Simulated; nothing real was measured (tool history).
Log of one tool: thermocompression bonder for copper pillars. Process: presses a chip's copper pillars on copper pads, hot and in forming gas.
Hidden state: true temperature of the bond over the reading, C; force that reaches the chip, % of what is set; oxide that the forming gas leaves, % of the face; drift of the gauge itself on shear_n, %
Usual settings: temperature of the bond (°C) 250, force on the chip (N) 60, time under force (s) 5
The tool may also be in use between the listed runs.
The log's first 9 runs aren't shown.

| run | hour | temperature of the bond (°C) | force on the chip (N) | time under force (s) | hours of work since the heater was calibrated | hours of work since the force cell was calibrated | hours of work since the gas filter was changed | force that shears a chip off (N) |
|---|---|---|---|---|---|---|---|---|
| 10 | 453.3 | 250 | 88 | 5 | 975 | 353 | 40 | 47.9 |
| 11 | 516.5 | 250 | 60 | 7 | 1009 | 387 | 74 | 38.1 |
| 12 | 581.2 | 250 | 60 | 7 | 1044 | 421 | 109 | 38.0 |
|  | 599.9 | heater calibrated with a thermocouple chip |
| 13 | 646.7 | 250 | 60 | 7 | 25 | 455 | 143 | 38.2 |
| 14 | 684.3 | 250 | 60 | 7 | 45 | 475 | 163 | 38.0 |
| 15 | 740.1 | 250 | 60 | 7 | 75 | 505 | 193 | 37.8 |
| 16 | 799.4 | 250 | 60 | 7 | 107 | 537 | 225 | 37.3 |
| 17 | 868.7 | 250 | 60 | 5 | 144 | 574 | 262 | 33.8 |
| 18 | 934.3 | 250 | 81 | 5 | 179 | 609 | 297 | 43.8 |
| 19 | 974.8 | 250 | 81 | 5 | 201 | 631 | 319 | 43.8 |
| 20 | 1029.1 | 250 | 39 | 5 | 230 | 660 | 348 | 20.7 |
| 21 | 1085.8 | 250 | 39 | 5 | 260 | 691 | 378 | 20.6 |
| 22 | 1119.6 | 250 | 39 | 5 | 279 | 709 | 396 | 20.8 |
| 23 | 1189.2 | 223 | 76 | 3 | 316 | 746 | 434 | 20.7 |
| 24 | 1220.8 | 223 | 76 | 3 | 333 | 763 | 451 | 20.6 |
| 25 | 1278.2 | 256 | 55 | 3 | 364 | 794 | 481 | 27.7 |

The next listed run, before its measurement:
|  | 1292.8 | forming gas filter changed |
| 26 | 1321.1 | 262 | 55 | 8 | 386 | 816 | 15 | ? |

force that shears a chip off (N): 43.5
Without the tool's hidden state the same run would have given force that shears a chip off (N) 43.5.

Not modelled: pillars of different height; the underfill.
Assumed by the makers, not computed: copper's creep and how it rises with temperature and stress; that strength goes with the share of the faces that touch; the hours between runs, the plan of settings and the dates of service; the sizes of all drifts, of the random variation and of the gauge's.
